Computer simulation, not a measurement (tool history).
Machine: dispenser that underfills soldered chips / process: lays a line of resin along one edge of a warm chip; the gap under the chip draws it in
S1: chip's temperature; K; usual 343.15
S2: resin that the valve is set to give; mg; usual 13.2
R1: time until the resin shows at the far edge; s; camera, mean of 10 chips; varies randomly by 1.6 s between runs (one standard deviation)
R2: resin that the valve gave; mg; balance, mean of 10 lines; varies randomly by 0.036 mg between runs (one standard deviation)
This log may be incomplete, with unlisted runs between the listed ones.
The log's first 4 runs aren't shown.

run	hour	S1	S2	R1	R2
# hour 49.2: new syringe of resin
5	57.1	343.15	15.1	199.8	14.64
# hour 58.7: new syringe of resin
# hour 67.7: new syringe of resin
6	71.9	343.15	15.1	174.3	14.62
# hour 76.2: new syringe of resin
7	80.0	343.15	13.2	173.7	12.74
# hour 84.7: new syringe of resin
8	92.1	343.15	13.2	192.1	12.68
# hour 93.6: new syringe of resin
# hour 97.6: dispensing valve cleaned and set on the balance
# hour 103.7: new syringe of resin
9	111.2	343.15	13.2	192.2	13.08
# hour 112.7: new syringe of resin
# hour 121.5: new syringe of resin
10	122.3	343.15	13.2	152.4	13.06
# hour 130.3: new syringe of resin
11	130.7	343.15	15.4	149.2	15.26
# hour 139.0: new syringe of resin
12	146.2	343.15	16.0	188.2	15.81
# hour 147.8: new syringe of resin
# hour 156.3: new syringe of resin
13	163.2	343.15	14.6	188.6	14.26
# hour 165.9: new syringe of resin
14	173.5	357.15	14.6	95.3	14.26
# hour 174.7: new syringe of resin
# hour 183.5: new syringe of resin
15	184.0	343.15	11.8	150.9	11.56
# hour 192.3: new syringe of resin
# hour 201.2: new syringe of resin
16	201.3	339.15	13.2	175.5	12.81
# hour 209.9: new syringe of resin
17	212.1	348.15	14.9	119.7	14.38
# hour 218.4: new syringe of resin
# hour 226.7: stage's temperature calibrated
# hour 228.0: new syringe of resin
18	231.1	332.15	13.1	321.6	12.62
# hour 236.7: new syringe of resin
# hour 238.4: dispensing valve cleaned and set on the balance
# hour 247.1: new syringe of resin
19	250.1	353.15	13.4	106.9	13.35

What will run 20 give?
# hour 256.0: new syringe of resin
# hour 265.0: new syringe of resin
20	268.4	353.15	13.4	?	?

{"run 20": {"R1": 107.9, "R2": 13.26}}
Without the tool's hidden state the same run would have given R1 99.3 s, R2 13.38 mg.
